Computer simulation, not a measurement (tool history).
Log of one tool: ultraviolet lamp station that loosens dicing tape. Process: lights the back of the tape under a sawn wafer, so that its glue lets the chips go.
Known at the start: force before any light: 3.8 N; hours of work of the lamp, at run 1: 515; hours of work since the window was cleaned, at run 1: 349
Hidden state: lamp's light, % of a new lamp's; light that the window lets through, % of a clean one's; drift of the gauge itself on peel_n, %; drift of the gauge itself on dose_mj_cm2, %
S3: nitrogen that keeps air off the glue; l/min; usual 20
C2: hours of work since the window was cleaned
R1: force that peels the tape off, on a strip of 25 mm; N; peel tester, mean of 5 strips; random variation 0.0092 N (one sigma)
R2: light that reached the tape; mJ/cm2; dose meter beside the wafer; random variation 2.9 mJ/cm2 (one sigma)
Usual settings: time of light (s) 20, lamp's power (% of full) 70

{"run": 1, "hour": 0.0, "time of light (s)": 20, "lamp's power (% of full)": 70, "S3": 20, "hours of work of the lamp": 515, "C2": 349, "R1": 0.568, "R2": 316}
{"hour": 5.8, "done": "window cleaned of glue's vapour"}
{"run": 2, "hour": 50.4, "time of light (s)": 20, "lamp's power (% of full)": 70, "S3": 20, "hours of work of the lamp": 547, "C2": 29, "R1": 0.63, "R2": 292}
{"run": 3, "hour": 91.2, "time of light (s)": 20, "lamp's power (% of full)": 70, "S3": 20, "hours of work of the lamp": 573, "C2": 55, "R1": 0.643, "R2": 287}
{"run": 4, "hour": 176.9, "time of light (s)": 20, "lamp's power (% of full)": 70, "S3": 20, "hours of work of the lamp": 628, "C2": 110, "R1": 0.671, "R2": 272}
{"run": 5, "hour": 244.0, "time of light (s)": 20, "lamp's power (% of full)": 70, "S3": 20, "hours of work of the lamp": 672, "C2": 154, "R1": 0.678, "R2": 262}
{"hour": 301.6, "done": "window cleaned of glue's vapour, once more"}
{"run": 6, "hour": 333.9, "time of light (s)": 20, "lamp's power (% of full)": 76, "S3": 20, "hours of work of the lamp": 729, "C2": 21, "R1": 0.474, "R2": 362}
{"run": 7, "hour": 406.8, "time of light (s)": 20, "lamp's power (% of full)": 76, "S3": 20, "hours of work of the lamp": 776, "C2": 68, "R1": 0.51, "R2": 352}
{"run": 8, "hour": 454.0, "time of light (s)": 20, "lamp's power (% of full)": 76, "S3": 20, "hours of work of the lamp": 807, "C2": 98, "R1": 0.486, "R2": 343}
{"run": 9, "hour": 516.4, "time of light (s)": 11, "lamp's power (% of full)": 90, "S3": 10, "hours of work of the lamp": 847, "C2": 138, "R1": 1.265, "R2": 219}
{"run": 10, "hour": 576.1, "time of light (s)": 15, "lamp's power (% of full)": 90, "S3": 23, "hours of work of the lamp": 885, "C2": 177, "R1": 0.575, "R2": 291}
{"run": 11, "hour": 623.4, "time of light (s)": 20, "lamp's power (% of full)": 70, "S3": 37, "hours of work of the lamp": 916, "C2": 207, "R1": 0.459, "R2": 296}
{"run": 12, "hour": 670.3, "time of light (s)": 32, "lamp's power (% of full)": 97, "S3": 21, "hours of work of the lamp": 946, "C2": 238, "R1": 0.248, "R2": 641}
{"run": 13, "hour": 712.3, "time of light (s)": 12, "lamp's power (% of full)": 94, "S3": 36, "hours of work of the lamp": 973, "C2": 265, "R1": 0.689, "R2": 225}
{"run": 14, "hour": 748.7, "time of light (s)": 12, "lamp's power (% of full)": 94, "S3": 36, "hours of work of the lamp": 996, "C2": 288, "R1": 0.665, "R2": 227}
{"run": 15, "hour": 836.9, "time of light (s)": 16, "lamp's power (% of full)": 70, "S3": 20, "hours of work of the lamp": 1053, "C2": 345, "R1": 0.925, "R2": 216}

3 ways to go on from here, each from the tool as it stands after run 15. What would each give?
{"hour": 851.8, "done": "window cleaned of glue's vapour"}
{"run": "A", "hour": 893.8, "time of light (s)": 17, "lamp's power (% of full)": 99, "S3": 20, "hours of work of the lamp": 1090, "C2": 27, "R1": "?", "R2": "?"}
{"hour": 851.8, "done": "window cleaned of glue's vapour"}
{"run": "B", "hour": 893.8, "time of light (s)": 11, "lamp's power (% of full)": 77, "S3": 26, "hours of work of the lamp": 1090, "C2": 27, "R1": "?", "R2": "?"}
{"hour": 851.8, "done": "window cleaned of glue's vapour"}
{"run": "C", "hour": 893.8, "time of light (s)": 23, "lamp's power (% of full)": 70, "S3": 19, "hours of work of the lamp": 1090, "C2": 27, "R1": "?", "R2": "?"}

run=A R1=0.485 R2=353
run=B R1=1.068 R2=177
run=C R1=0.518 R2=335
Without the tool's hidden state the same runs would have given:
run=A R1=0.315 R2=507
run=B R1=0.678 R2=254
run=C R1=0.33 R2=482

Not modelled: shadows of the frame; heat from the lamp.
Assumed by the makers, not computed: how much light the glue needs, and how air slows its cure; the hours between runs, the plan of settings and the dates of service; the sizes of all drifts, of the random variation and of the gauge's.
